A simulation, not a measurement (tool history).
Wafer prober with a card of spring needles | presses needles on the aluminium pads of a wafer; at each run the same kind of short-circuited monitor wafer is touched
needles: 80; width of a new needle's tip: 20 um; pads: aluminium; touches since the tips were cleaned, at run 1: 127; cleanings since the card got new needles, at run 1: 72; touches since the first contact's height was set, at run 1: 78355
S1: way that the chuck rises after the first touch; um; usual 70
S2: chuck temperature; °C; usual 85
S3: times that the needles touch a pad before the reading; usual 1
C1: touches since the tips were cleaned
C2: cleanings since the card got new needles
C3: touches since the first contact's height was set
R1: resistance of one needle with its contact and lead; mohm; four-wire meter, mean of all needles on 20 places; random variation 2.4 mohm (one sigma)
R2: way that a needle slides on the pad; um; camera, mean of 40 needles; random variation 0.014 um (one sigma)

{"run": 1, "hour": 0.0, "S1": 70, "S2": 85, "S3": 1, "C1": 127, "C2": 72, "C3": 78355, "R1": 269, "R2": 17.54}
{"hour": 17.7, "done": "tips cleaned on abrasive film"}
{"hour": 36.4, "done": "tips cleaned on abrasive film"}
{"run": 2, "hour": 39.0, "S1": 70, "S2": 85, "S3": 1, "C1": 1006, "C2": 74, "C3": 93214, "R1": 273, "R2": 17.55}
{"hour": 53.9, "done": "tips cleaned on abrasive film"}
{"hour": 70.6, "done": "tips cleaned on abrasive film"}
{"hour": 88.1, "done": "tips cleaned on abrasive film"}
{"run": 3, "hour": 96.4, "S1": 70, "S2": 85, "S3": 1, "C1": 3201, "C2": 77, "C3": 115047, "R1": 273, "R2": 17.55}
{"hour": 104.2, "done": "tips cleaned on abrasive film"}
{"hour": 122.8, "done": "tips cleaned on abrasive film"}
{"hour": 123.1, "done": "height of the first contact set anew"}
{"run": 4, "hour": 136.9, "S1": 70, "S2": 85, "S3": 2, "C1": 5290, "C2": 79, "C3": 5290, "R1": 272, "R2": 17.54}
{"hour": 140.4, "done": "tips cleaned on abrasive film"}
{"hour": 157.7, "done": "tips cleaned on abrasive film"}
{"hour": 174.8, "done": "tips cleaned on abrasive film"}
{"run": 5, "hour": 174.8, "S1": 70, "S2": 85, "S3": 2, "C1": 0, "C2": 82, "C3": 19652, "R1": 270, "R2": 17.54}
{"hour": 193.9, "done": "tips cleaned on abrasive film"}
{"hour": 210.6, "done": "tips cleaned on abrasive film"}
{"run": 6, "hour": 217.2, "S1": 90, "S2": 85, "S3": 2, "C1": 2521, "C2": 84, "C3": 35789, "R1": 272, "R2": 22.52}
{"hour": 228.9, "done": "tips cleaned on abrasive film"}
{"hour": 248.0, "done": "tips cleaned on abrasive film"}
{"run": 7, "hour": 260.2, "S1": 90, "S2": 85, "S3": 1, "C1": 4652, "C2": 86, "C3": 52179, "R1": 267, "R2": 22.57}
{"hour": 267.3, "done": "tips cleaned on abrasive film"}
{"hour": 284.0, "done": "tips cleaned on abrasive film"}
{"hour": 299.9, "done": "tips cleaned on abrasive film"}
{"run": 8, "hour": 306.2, "S1": 90, "S2": 85, "S3": 1, "C1": 2384, "C2": 89, "C3": 69637, "R1": 267, "R2": 22.56}
{"hour": 317.8, "done": "tips cleaned on abrasive film"}
{"hour": 333.9, "done": "tips cleaned on abrasive film"}
{"hour": 349.5, "done": "tips cleaned on abrasive film"}
{"hour": 365.6, "done": "tips cleaned on abrasive film"}
{"run": 9, "hour": 365.6, "S1": 90, "S2": 85, "S3": 1, "C1": 0, "C2": 93, "C3": 92232, "R1": 268, "R2": 22.53}
{"hour": 382.4, "done": "tips cleaned on abrasive film"}
{"hour": 400.3, "done": "tips cleaned on abrasive film"}
{"run": 10, "hour": 412.9, "S1": 70, "S2": 85, "S3": 1, "C1": 4802, "C2": 95, "C3": 110233, "R1": 271, "R2": 17.52}
{"hour": 416.8, "done": "tips cleaned on abrasive film"}
{"hour": 434.8, "done": "tips cleaned on abrasive film"}
{"run": 11, "hour": 443.8, "S1": 70, "S2": 85, "S3": 2, "C1": 3448, "C2": 97, "C3": 121978, "R1": 279, "R2": 17.56}
{"hour": 450.3, "done": "tips cleaned on abrasive film"}
{"hour": 450.6, "done": "height of the first contact set anew"}
{"hour": 468.3, "done": "tips cleaned on abrasive film"}
{"hour": 485.9, "done": "tips cleaned on abrasive film"}
{"run": 12, "hour": 485.9, "S1": 70, "S2": 85, "S3": 1, "C1": 0, "C2": 100, "C3": 13433, "R1": 270, "R2": 17.54}
{"hour": 505.3, "done": "tips cleaned on abrasive film"}
{"run": 13, "hour": 519.3, "S1": 70, "S2": 85, "S3": 1, "C1": 5367, "C2": 101, "C3": 26165, "R1": 271, "R2": 17.54}
{"hour": 522.7, "done": "tips cleaned on abrasive film"}
{"hour": 539.8, "done": "tips cleaned on abrasive film"}
{"hour": 558.4, "done": "tips cleaned on abrasive film"}
{"hour": 576.2, "done": "tips cleaned on abrasive film"}
{"run": 14, "hour": 582.4, "S1": 70, "S2": 85, "S3": 1, "C1": 2358, "C2": 105, "C3": 50124, "R1": 273, "R2": 17.54}
{"hour": 592.9, "done": "tips cleaned on abrasive film"}
{"hour": 610.9, "done": "tips cleaned on abrasive film"}
{"hour": 626.4, "done": "tips cleaned on abrasive film"}
{"run": 15, "hour": 627.2, "S1": 70, "S2": 85, "S3": 1, "C1": 325, "C2": 108, "C3": 67174, "R1": 271, "R2": 17.51}
{"hour": 644.1, "done": "tips cleaned on abrasive film"}
{"hour": 661.8, "done": "tips cleaned on abrasive film"}
{"run": 16, "hour": 666.7, "S1": 53, "S2": 59, "S3": 3, "C1": 1896, "C2": 110, "C3": 82208, "R1": 269, "R2": 13.27}
{"hour": 677.4, "done": "tips cleaned on abrasive film"}
{"hour": 695.0, "done": "tips cleaned on abrasive film"}
{"run": 17, "hour": 708.6, "S1": 53, "S2": 59, "S3": 2, "C1": 5233, "C2": 112, "C3": 98160, "R1": 266, "R2": 13.3}
{"hour": 712.1, "done": "tips cleaned on abrasive film"}
{"hour": 730.7, "done": "tips cleaned on abrasive film"}
{"run": 18, "hour": 736.3, "S1": 53, "S2": 29, "S3": 2, "C1": 2169, "C2": 114, "C3": 108673, "R1": 263, "R2": 13.26}
{"hour": 748.0, "done": "tips cleaned on abrasive film"}
{"hour": 765.7, "done": "tips cleaned on abrasive film"}
{"run": 19, "hour": 766.9, "S1": 58, "S2": 85, "S3": 2, "C1": 460, "C2": 116, "C3": 120304, "R1": 270, "R2": 14.54}
{"hour": 781.4, "done": "height of the first contact set anew"}
{"hour": 785.4, "done": "tips cleaned on abrasive film"}
{"run": 20, "hour": 793.6, "S1": 62, "S2": 45, "S3": 2, "C1": 3156, "C2": 117, "C3": 4632, "R1": 265, "R2": 15.54}
{"hour": 801.2, "done": "tips cleaned on abrasive film"}
{"hour": 820.0, "done": "tips cleaned on abrasive film"}
{"hour": 838.2, "done": "tips cleaned on abrasive film"}
{"run": 21, "hour": 839.0, "S1": 73, "S2": 72, "S3": 1, "C1": 301, "C2": 120, "C3": 21875, "R1": 272, "R2": 18.28}
{"hour": 854.3, "done": "tips cleaned on abrasive film"}
{"hour": 873.1, "done": "tips cleaned on abrasive film"}
{"hour": 890.6, "done": "tips cleaned on abrasive film"}
{"run": 22, "hour": 893.0, "S1": 73, "S2": 72, "S3": 1, "C1": 906, "C2": 123, "C3": 42421, "R1": 267, "R2": 18.29}
{"hour": 907.6, "done": "tips cleaned on abrasive film"}
{"run": 23, "hour": 920.8, "S1": 65, "S2": 27, "S3": 1, "C1": 5073, "C2": 124, "C3": 53023, "R1": 256, "R2": 16.27}
{"hour": 924.4, "done": "tips cleaned on abrasive film"}
{"hour": 943.4, "done": "tips cleaned on abrasive film"}
{"hour": 959.6, "done": "tips cleaned on abrasive film"}
{"run": 24, "hour": 966.9, "S1": 50, "S2": 85, "S3": 1, "C1": 2782, "C2": 127, "C3": 70523, "R1": 284, "R2": 12.53}
{"hour": 977.5, "done": "tips cleaned on abrasive film"}
{"hour": 996.2, "done": "tips cleaned on abrasive film"}
{"run": 25, "hour": 1002.1, "S1": 60, "S2": 85, "S3": 2, "C1": 2262, "C2": 129, "C3": 83924, "R1": 275, "R2": 15.03}
{"hour": 1012.5, "done": "tips cleaned on abrasive film"}
{"hour": 1030.9, "done": "tips cleaned on abrasive film"}
{"run": 26, "hour": 1033.9, "S1": 90, "S2": 45, "S3": 2, "C1": 1157, "C2": 131, "C3": 96011, "R1": 261, "R2": 22.55}
{"hour": 1048.1, "done": "tips cleaned on abrasive film"}
{"hour": 1067.2, "done": "tips cleaned on abrasive film"}
{"run": 27, "hour": 1069.5, "S1": 90, "S2": 45, "S3": 2, "C1": 893, "C2": 133, "C3": 109555, "R1": 258, "R2": 22.53}
{"hour": 1085.0, "done": "tips cleaned on abrasive film"}
{"hour": 1102.9, "done": "tips cleaned on abrasive film"}
{"run": 28, "hour": 1107.6, "S1": 70, "S2": 26, "S3": 2, "C1": 1816, "C2": 135, "C3": 124064, "R1": 254, "R2": 17.53}

Forecast each of these 4 alternatives for the next run:
{"hour": 1110.6, "done": "height of the first contact set anew"}
{"hour": 1121.6, "done": "tips cleaned on abrasive film"}
{"hour": 1139.7, "done": "tips cleaned on abrasive film"}
{"hour": 1156.0, "done": "tips cleaned on abrasive film"}
{"run": "A", "hour": 1159.0, "S1": 87, "S2": 50, "S3": 2, "C1": 1119, "C2": 138, "C3": 18384, "R1": "?", "R2": "?"}
{"hour": 1110.6, "done": "height of the first contact set anew"}
{"hour": 1121.6, "done": "tips cleaned on abrasive film"}
{"hour": 1139.7, "done": "tips cleaned on abrasive film"}
{"hour": 1156.0, "done": "tips cleaned on abrasive film"}
{"run": "B", "hour": 1159.0, "S1": 70, "S2": 36, "S3": 1, "C1": 1119, "C2": 138, "C3": 18384, "R1": "?", "R2": "?"}
{"hour": 1110.6, "done": "height of the first contact set anew"}
{"hour": 1121.6, "done": "tips cleaned on abrasive film"}
{"hour": 1139.7, "done": "tips cleaned on abrasive film"}
{"hour": 1156.0, "done": "tips cleaned on abrasive film"}
{"run": "C", "hour": 1159.0, "S1": 57, "S2": 44, "S3": 1, "C1": 1119, "C2": 138, "C3": 18384, "R1": "?", "R2": "?"}
{"hour": 1110.6, "done": "height of the first contact set anew"}
{"hour": 1121.6, "done": "tips cleaned on abrasive film"}
{"hour": 1139.7, "done": "tips cleaned on abrasive film"}
{"hour": 1156.0, "done": "tips cleaned on abrasive film"}
{"run": "D", "hour": 1159.0, "S1": 82, "S2": 74, "S3": 2, "C1": 1119, "C2": 138, "C3": 18384, "R1": "?", "R2": "?"}

run=A R1=261 R2=21.81
run=B R1=260 R2=17.54
run=C R1=263 R2=14.29
run=D R1=267 R2=20.54
Without the tool's hidden state the same runs would have given:
run=A R1=261 R2=21.82
run=B R1=260 R2=17.54
run=C R1=263 R2=14.29
run=D R1=267 R2=20.54
